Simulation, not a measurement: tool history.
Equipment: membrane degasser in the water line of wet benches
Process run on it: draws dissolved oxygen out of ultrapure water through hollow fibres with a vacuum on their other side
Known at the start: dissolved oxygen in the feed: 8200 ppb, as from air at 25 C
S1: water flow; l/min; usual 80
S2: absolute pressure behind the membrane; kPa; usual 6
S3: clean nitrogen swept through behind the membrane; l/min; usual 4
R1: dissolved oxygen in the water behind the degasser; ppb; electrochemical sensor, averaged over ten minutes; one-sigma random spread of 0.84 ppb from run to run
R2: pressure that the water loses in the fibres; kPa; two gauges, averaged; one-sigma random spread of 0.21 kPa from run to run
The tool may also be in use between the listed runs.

run	day	S1	S2	S3	R1	R2
1	0	80	6	4	124.7	48.36
2	5.55	80	6	2.76	174	48.24
3	11.492	80	6	2.76	169.6	48.42
4	14.225	80	6	4	125	48.19
5	20.171	80	6	1.72	248.4	47.83
6	24.312	80	6	6.93	77.1	48.2
7	29.129	80	6	6.93	78	48.4
8	33.404	80	6	6.93	78	48.1
9	36.712	80	6.2	4	134.8	48.4
10	39.567	80	6	4	124.7	48.18
11	42.238	80	6	4	124.7	48.23
12	48.592	80	6	4	124.6	48.4
13	53.371	80	6.17	4	134.2	48.23
14	56.296	80	6.17	4	131.9	48.22
15	60.708	80	6.17	4	131.7	48.26
16	65.654	80	6	4	126	47.9
17	71.05	84	11.73	4	385.8	50.51
18	74.317	104	12.68	9.18	250.4	62.5
19	77.208	80	6	1.75	246.5	48.15
20	80.583	74	5.6	1.75	202.2	44.68
21	84.646	115	6	4	172.2	69.37
22	90.812	58	4.33	4	38.6	34.9
23	94.279	67	6.07	4	109.5	40.33
24	99.854	112	6	4	168.9	67.02
25	105.612	115	11.37	4	482.1	69.57
26	111.792	115	11.37	4	479.6	69.03
27	115.933	75	9.77	4	271.9	45.14
28	120.317	80	6	3.65	136.8	48.16
29	123.642	57	6	11.28	35.4	34.53
30	127.508	50	6.64	11.7	36.2	30.18
31	133.904	50	6.64	11.7	36.4	30.04
32	137.567	80	6	3.8	130.4	47.69

The log once held 1 entry between its listed runs, left out of this copy. Where does each go, and what is different about the tool's unlogged condition between the listed run before it and the listed run after it?
Run 1 -> run 2: vacuum gauge calibrated (day 4.45)
  nothing in the hidden state changes from one run to the other

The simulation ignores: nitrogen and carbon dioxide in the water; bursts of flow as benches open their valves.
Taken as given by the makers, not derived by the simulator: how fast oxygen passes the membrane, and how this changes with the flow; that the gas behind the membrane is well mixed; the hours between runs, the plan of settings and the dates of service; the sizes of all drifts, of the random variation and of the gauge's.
